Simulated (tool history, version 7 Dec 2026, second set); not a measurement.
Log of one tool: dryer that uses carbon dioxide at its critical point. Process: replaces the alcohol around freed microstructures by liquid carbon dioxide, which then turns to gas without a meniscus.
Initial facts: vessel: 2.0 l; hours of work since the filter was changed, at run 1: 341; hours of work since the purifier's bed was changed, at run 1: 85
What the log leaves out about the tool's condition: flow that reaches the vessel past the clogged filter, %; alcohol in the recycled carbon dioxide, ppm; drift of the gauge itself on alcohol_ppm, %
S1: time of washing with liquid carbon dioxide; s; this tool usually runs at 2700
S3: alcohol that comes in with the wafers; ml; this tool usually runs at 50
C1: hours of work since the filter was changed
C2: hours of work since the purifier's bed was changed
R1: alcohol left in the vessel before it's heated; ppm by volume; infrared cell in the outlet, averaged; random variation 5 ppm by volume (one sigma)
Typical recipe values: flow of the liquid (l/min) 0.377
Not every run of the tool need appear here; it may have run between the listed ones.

run 1 day=0.000 | S1=2700 flow_of_the_liquid_(l/min)=0.377 S3=50 | C1=341 C2=85 | R1=27
run 2 day=0.638 | S1=2700 flow_of_the_liquid_(l/min)=0.377 S3=50 | C1=350 C2=95 | R1=45
run 3 day=1.288 | S1=2700 flow_of_the_liquid_(l/min)=0.322 S3=50 | C1=361 C2=105 | R1=60
run 4 day=1.950 | S1=2700 flow_of_the_liquid_(l/min)=0.322 S3=50 | C1=371 C2=116 | R1=52
run 5 day=2.371 | S1=2700 flow_of_the_liquid_(l/min)=0.322 S3=50 | C1=377 C2=122 | R1=60
run 6 day=2.996 | S1=2700 flow_of_the_liquid_(l/min)=0.322 S3=50 | C1=387 C2=132 | R1=69
run 7 day=3.446 | S1=2700 flow_of_the_liquid_(l/min)=0.377 S3=50 | C1=394 C2=139 | R1=40
run 8 day=4.129 | S1=2700 flow_of_the_liquid_(l/min)=0.377 S3=50 | C1=405 C2=150 | R1=41
run 9 day=4.483 | S1=2700 flow_of_the_liquid_(l/min)=0.377 S3=50 | C1=410 C2=155 | R1=35
run 10 day=4.858 | S1=2700 flow_of_the_liquid_(l/min)=0.377 S3=50 | C1=416 C2=161 | R1=45
run 11 day=5.279 | S1=2700 flow_of_the_liquid_(l/min)=0.377 S3=50 | C1=423 C2=168 | R1=43
run 12 day=5.842 | S1=2700 flow_of_the_liquid_(l/min)=0.377 S3=50 | C1=431 C2=176 | R1=60
run 13 day=6.392 | S1=2700 flow_of_the_liquid_(l/min)=0.377 S3=50 | C1=440 C2=185 | R1=41
run 14 day=6.733 | S1=2700 flow_of_the_liquid_(l/min)=0.493 S3=50 | C1=445 C2=190 | R1=36
run 15 day=7.050 | S1=2700 flow_of_the_liquid_(l/min)=0.493 S3=50 | C1=450 C2=195 | R1=30
run 16 day=7.796 | S1=2700 flow_of_the_liquid_(l/min)=0.493 S3=50 | C1=462 C2=207 | R1=34
run 17 day=8.125 | S1=2700 flow_of_the_liquid_(l/min)=0.493 S3=50 | C1=467 C2=212 | R1=40
run 18 day=8.612 | S1=2700 flow_of_the_liquid_(l/min)=0.493 S3=50 | C1=474 C2=219 | R1=32
run 19 day=9.167 | S1=2700 flow_of_the_liquid_(l/min)=0.377 S3=50 | C1=483 C2=228 | R1=60
run 20 day=9.783 | S1=2700 flow_of_the_liquid_(l/min)=0.377 S3=59 | C1=493 C2=237 | R1=52
run 21 day=10.412 | S1=2700 flow_of_the_liquid_(l/min)=0.613 S3=50 | C1=502 C2=247 | R1=44
run 22 day=10.846 | S1=2700 flow_of_the_liquid_(l/min)=0.613 S3=50 | C1=509 C2=254 | R1=43
run 23 day=11.346 | S1=2700 flow_of_the_liquid_(l/min)=0.613 S3=50 | C1=517 C2=262 | R1=45
run 24 day=12.004 | S1=4140 flow_of_the_liquid_(l/min)=0.631 S3=91 | C1=527 C2=272 | R1=42
run 25 day=12.554 | S1=4140 flow_of_the_liquid_(l/min)=0.631 S3=91 | C1=536 C2=281 | R1=57
run 26 day=13.321 | S1=1800 flow_of_the_liquid_(l/min)=0.363 S3=31 | C1=548 C2=293 | R1=183
run 27 day=13.875 | S1=1800 flow_of_the_liquid_(l/min)=0.363 S3=31 | C1=556 C2=301 | R1=192
run 28 day=14.612 | S1=3180 flow_of_the_liquid_(l/min)=0.441 S3=45 | C1=568 C2=313 | R1=48
run 29 day=15.317 | S1=2700 flow_of_the_liquid_(l/min)=0.392 S3=55 | C1=579 C2=324 | R1=64
run 30 day=16.033 | S1=2700 flow_of_the_liquid_(l/min)=0.392 S3=55 | C1=590 C2=335 | R1=57
-- day=16.325 inlet filter changed
run 31 day=16.742 | S1=2100 flow_of_the_liquid_(l/min)=0.377 S3=82 | C1=6 C2=345 | R1=133
run 32 day=17.362 | S1=2160 flow_of_the_liquid_(l/min)=0.383 S3=27 | C1=16 C2=355 | R1=75
run 33 day=17.704 | S1=2160 flow_of_the_liquid_(l/min)=0.383 S3=27 | C1=21 C2=360 | R1=83
run 34 day=18.117 | S1=2340 flow_of_the_liquid_(l/min)=0.377 S3=50 | C1=28 C2=366 | R1=88
run 35 day=18.571 | S1=2340 flow_of_the_liquid_(l/min)=0.377 S3=50 | C1=35 C2=373 | R1=89
run 36 day=19.342 | S1=2340 flow_of_the_liquid_(l/min)=0.377 S3=50 | C1=47 C2=385 | R1=84
run 37 day=19.854 | S1=2340 flow_of_the_liquid_(l/min)=0.377 S3=50 | C1=55 C2=393 | R1=87
run 38 day=20.225 | S1=3900 flow_of_the_liquid_(l/min)=0.320 S3=84 | C1=61 C2=399 | R1=76
run 39 day=20.792 | S1=3900 flow_of_the_liquid_(l/min)=0.320 S3=84 | C1=69 C2=408 | R1=68
run 40 day=21.246 | S1=1920 flow_of_the_liquid_(l/min)=0.346 S3=84 | C1=76 C2=415 | R1=313
run 41 day=21.833 | S1=1920 flow_of_the_liquid_(l/min)=0.346 S3=84 | C1=86 C2=424 | R1=310
run 42 day=22.412 | S1=1740 flow_of_the_liquid_(l/min)=0.346 S3=112 | C1=95 C2=433 | R1=592
run 43 day=22.858 | S1=1800 flow_of_the_liquid_(l/min)=0.254 S3=29 | C1=102 C2=440 | R1=462
run 44 day=23.312 | S1=2640 flow_of_the_liquid_(l/min)=0.254 S3=75 | C1=109 C2=447 | R1=271
run 45 day=23.917 | S1=3060 flow_of_the_liquid_(l/min)=0.278 S3=62 | C1=118 C2=457 | R1=112
run 46 day=24.242 | S1=3060 flow_of_the_liquid_(l/min)=0.278 S3=62 | C1=123 C2=462 | R1=109

Below are 5 alternative next runs, each starting from the tool's condition after run 46. Predict each:
run A day=24.675 | S1=3060 flow_of_the_liquid_(l/min)=0.393 S3=62 | C1=130 C2=468 | R1=?
run B day=24.675 | S1=2700 flow_of_the_liquid_(l/min)=0.469 S3=50 | C1=130 C2=468 | R1=?
run C day=24.675 | S1=2700 flow_of_the_liquid_(l/min)=0.256 S3=62 | C1=130 C2=468 | R1=?
run D day=24.675 | S1=1680 flow_of_the_liquid_(l/min)=0.554 S3=38 | C1=130 C2=468 | R1=?
run E day=24.675 | S1=2100 flow_of_the_liquid_(l/min)=0.252 S3=62 | C1=130 C2=468 | R1=?

run=A R1=83
run=B R1=68
run=C R1=217
run=D R1=100
run=E R1=564
Had the tool no hidden state, the same runs would have come out as:
run=A R1=13
run=B R1=0
run=C R1=126
run=D R1=30
run=E R1=440

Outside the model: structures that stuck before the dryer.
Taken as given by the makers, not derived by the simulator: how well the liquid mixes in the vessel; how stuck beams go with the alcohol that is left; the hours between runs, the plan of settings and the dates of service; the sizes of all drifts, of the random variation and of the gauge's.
